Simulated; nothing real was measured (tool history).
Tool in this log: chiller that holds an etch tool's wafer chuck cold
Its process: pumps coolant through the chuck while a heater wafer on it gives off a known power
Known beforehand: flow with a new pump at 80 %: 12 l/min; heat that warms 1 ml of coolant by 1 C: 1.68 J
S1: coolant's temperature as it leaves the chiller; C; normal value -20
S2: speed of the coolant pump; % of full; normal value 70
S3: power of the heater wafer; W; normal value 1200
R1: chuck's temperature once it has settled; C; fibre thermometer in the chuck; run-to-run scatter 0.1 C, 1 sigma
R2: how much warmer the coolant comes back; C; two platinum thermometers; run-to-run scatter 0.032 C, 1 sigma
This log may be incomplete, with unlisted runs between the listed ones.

run	hour	S1	S2	S3	R1	R2
1	0.0	-20	70	1200	-7.1	4.16
2	51.4	-20	74	1200	-7.6	3.91
3	95.4	-20	74	739	-12.5	2.42
4	130.7	-20	70	1200	-7.1	4.15
5	197.1	-20	70	1200	-7.0	4.23
6	244.7	-20	70	1200	-7.4	4.20
7	296.3	-20	70	1200	-7.2	4.16
8	349.8	-20	70	1200	-7.0	4.28
9	394.7	-20	70	606	-13.4	2.20
10	457.3	-20	70	606	-13.4	2.19
11	521.4	-20	70	606	-13.5	2.26
12	549.5	-20	70	606	-13.4	2.23
13	583.0	-20	70	606	-13.6	2.22
14	610.7	-20	70	606	-13.3	2.22
15	679.2	-20	70	606	-13.4	2.21
16	726.6	-20	70	606	-13.4	2.22
17	773.0	-28	97	1062	-19.7	2.62
18	810.8	-30	60	626	-22.2	2.75
19	854.4	-19	79	875	-10.6	2.82
20	906.6	-26	70	1025	-15.1	3.73
21	967.3	-26	70	1025	-14.9	3.81
22	1018.8	-11	91	1769	4.1	4.74
23	1076.3	-26	63	1200	-11.8	4.94
24	1124.9	-26	98	656	-20.8	1.76
25	1170.9	-12	70	935	-2.1	3.46
26	1199.7	-23	75	1208	-10.8	4.07
27	1262.7	-28	70	1467	-12.0	5.35
28	1309.7	-25	87	1200	-14.6	3.48
29	1373.6	-14	92	981	-5.7	2.72
30	1427.9	-16	86	1247	-4.9	3.69
31	1486.1	-14	80	1008	-4.4	3.01

Withheld: 1 entry from between the runs. Position of each, and hidden state at the listed run before versus the listed run after:
Runs 30 to 31: gauge calibrated (hour 1449.7)
  drift of the gauge itself on warmer_back_c, C: 0.3 -> 0.01
  what was measured, less what the result would be without the hidden state, R2: +0.30 -> +0.02 C
